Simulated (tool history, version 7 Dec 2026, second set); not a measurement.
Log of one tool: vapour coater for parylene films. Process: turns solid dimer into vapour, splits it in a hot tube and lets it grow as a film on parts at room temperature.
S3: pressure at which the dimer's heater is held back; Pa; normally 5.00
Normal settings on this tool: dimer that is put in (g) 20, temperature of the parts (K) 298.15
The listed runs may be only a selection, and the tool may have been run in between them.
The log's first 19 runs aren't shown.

{"run": 20, "hour": 997.2, "dimer that is put in (g)": 20, "temperature of the parts (K)": 295.15, "S3": 5.0, "thickness of the film (nm)": 8510}
{"run": 21, "hour": 1062.2, "dimer that is put in (g)": 20, "temperature of the parts (K)": 295.15, "S3": 5.0, "thickness of the film (nm)": 8380}
{"hour": 1091.7, "done": "table's thermometer calibrated"}
{"run": 22, "hour": 1142.6, "dimer that is put in (g)": 20, "temperature of the parts (K)": 295.15, "S3": 5.0, "thickness of the film (nm)": 7860}
{"run": 23, "hour": 1216.1, "dimer that is put in (g)": 20, "temperature of the parts (K)": 295.15, "S3": 5.0, "thickness of the film (nm)": 7850}
{"run": 24, "hour": 1268.3, "dimer that is put in (g)": 20, "temperature of the parts (K)": 295.15, "S3": 5.0, "thickness of the film (nm)": 7810}
{"run": 25, "hour": 1313.5, "dimer that is put in (g)": 35, "temperature of the parts (K)": 293.15, "S3": 3.11, "thickness of the film (nm)": 14950}
{"run": 26, "hour": 1362.4, "dimer that is put in (g)": 35, "temperature of the parts (K)": 293.15, "S3": 3.11, "thickness of the film (nm)": 14840}
{"run": 27, "hour": 1401.8, "dimer that is put in (g)": 34, "temperature of the parts (K)": 298.15, "S3": 5.74, "thickness of the film (nm)": 11400}
{"run": 28, "hour": 1470.5, "dimer that is put in (g)": 15, "temperature of the parts (K)": 297.15, "S3": 4.82, "thickness of the film (nm)": 5360}
{"run": 29, "hour": 1523.0, "dimer that is put in (g)": 15, "temperature of the parts (K)": 297.15, "S3": 4.82, "thickness of the film (nm)": 5320}
{"run": 30, "hour": 1558.3, "dimer that is put in (g)": 9, "temperature of the parts (K)": 294.15, "S3": 2.61, "thickness of the film (nm)": 3690}
{"hour": 1618.9, "done": "trap's valve overhauled"}
{"run": 31, "hour": 1639.3, "dimer that is put in (g)": 20, "temperature of the parts (K)": 298.15, "S3": 2.56, "thickness of the film (nm)": 8320}
{"run": 32, "hour": 1703.1, "dimer that is put in (g)": 29, "temperature of the parts (K)": 302.15, "S3": 5.0, "thickness of the film (nm)": 8940}
{"run": 33, "hour": 1771.8, "dimer that is put in (g)": 29, "temperature of the parts (K)": 302.15, "S3": 5.0, "thickness of the film (nm)": 8930}
{"run": 34, "hour": 1807.3, "dimer that is put in (g)": 29, "temperature of the parts (K)": 302.15, "S3": 10.81, "thickness of the film (nm)": 7650}
{"run": 35, "hour": 1878.8, "dimer that is put in (g)": 14, "temperature of the parts (K)": 298.15, "S3": 3.04, "thickness of the film (nm)": 5540}
{"run": 36, "hour": 1953.5, "dimer that is put in (g)": 12, "temperature of the parts (K)": 298.15, "S3": 2.39, "thickness of the film (nm)": 4900}
{"run": 37, "hour": 2016.3, "dimer that is put in (g)": 12, "temperature of the parts (K)": 298.15, "S3": 2.39, "thickness of the film (nm)": 4900}
{"run": 38, "hour": 2051.2, "dimer that is put in (g)": 20, "temperature of the parts (K)": 301.15, "S3": 2.02, "thickness of the film (nm)": 7510}

Predict the results of run 39:
{"run": 39, "hour": 2092.0, "dimer that is put in (g)": 10, "temperature of the parts (K)": 304.15, "S3": 8.52, "thickness of the film (nm)": "?"}

{"run 39": {"thickness of the film (nm)": 2480}}
On a tool with no hidden condition, and with the same random variation, this run would have come out at thickness of the film (nm) 2530.

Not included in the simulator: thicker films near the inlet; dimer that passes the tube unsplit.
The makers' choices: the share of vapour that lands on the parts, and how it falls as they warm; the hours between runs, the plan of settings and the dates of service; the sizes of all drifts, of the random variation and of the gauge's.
